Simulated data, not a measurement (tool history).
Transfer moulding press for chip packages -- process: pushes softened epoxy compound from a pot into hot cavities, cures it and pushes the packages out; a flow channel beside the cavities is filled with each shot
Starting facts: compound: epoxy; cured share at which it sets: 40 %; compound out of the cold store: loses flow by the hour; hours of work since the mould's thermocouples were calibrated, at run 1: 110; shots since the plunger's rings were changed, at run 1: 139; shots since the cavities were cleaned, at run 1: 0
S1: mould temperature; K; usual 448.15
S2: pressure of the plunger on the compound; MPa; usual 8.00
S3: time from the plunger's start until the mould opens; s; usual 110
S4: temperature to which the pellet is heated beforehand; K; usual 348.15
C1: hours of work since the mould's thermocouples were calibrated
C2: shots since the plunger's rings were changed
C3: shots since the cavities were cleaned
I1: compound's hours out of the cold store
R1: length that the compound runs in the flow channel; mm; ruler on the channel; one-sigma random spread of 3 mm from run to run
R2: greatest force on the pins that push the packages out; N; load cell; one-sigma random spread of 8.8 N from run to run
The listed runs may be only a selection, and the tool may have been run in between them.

run,hour,S1,S2,S3,S4,C1,C2,C3,I1,R1,R2
1,0.0,448.15,8.00,110,348.15,110,139,0,34.8,518,403
2,11.9,448.15,8.00,149,348.15,118,275,136,14.0,565,424
3,24.0,448.15,8.00,110,348.15,126,414,275,40.9,499,552
4,35.9,448.15,8.00,110,348.15,134,550,411,14.4,567,628
5,48.5,448.15,8.00,110,348.15,143,695,556,19.9,547,691
6,66.5,448.15,8.00,110,348.15,155,902,763,22.8,540,732
7,84.0,448.15,8.00,110,348.15,167,1102,963,11.3,570,738
# hour 92.2: cavities cleaned with cleaning compound and waxed
8,97.3,448.15,8.00,110,346.15,175,1238,58,42.6,491,431
9,111.7,448.15,8.00,110,346.15,185,1404,224,35.0,507,501
10,123.8,448.15,8.00,110,352.15,193,1542,362,23.4,531,581
11,144.0,448.15,8.00,110,352.15,207,1774,594,15.4,549,621
12,163.1,448.15,8.00,110,352.15,220,1994,814,8.0,564,730
13,171.9,448.15,8.00,110,352.15,226,2094,914,19.0,536,749
# hour 184.9: cavities cleaned with cleaning compound and waxed
14,187.1,448.15,6.47,102,341.15,235,2251,25,32.5,449,454
15,200.5,452.15,8.00,110,348.15,244,2406,180,32.8,491,454
16,212.6,452.15,7.97,110,342.15,253,2545,319,47.3,458,508
17,232.3,452.15,7.97,110,342.15,266,2770,544,41.4,467,611
18,242.0,452.15,7.97,110,342.15,273,2881,655,19.0,511,616
19,259.7,448.15,8.00,110,339.15,285,3085,859,13.6,543,745
20,269.0,448.15,8.00,125,356.15,291,3191,965,31.5,493,673
# hour 276.5: cavities cleaned with cleaning compound and waxed
21,278.9,442.15,6.23,110,354.15,297,3288,28,31.5,448,536
22,289.2,447.15,6.23,123,351.15,304,3406,146,39.6,421,441

Estimate the outcome of run 23 from the log above:
23,297.7,448.15,8.00,106,345.15,309,3503,243,37.9,?,?

R1: 476 mm
R2: 549 N
If the tool had no hidden condition, the same run with the same run-to-run variation would have returned R1 508 mm, R2 408 N.
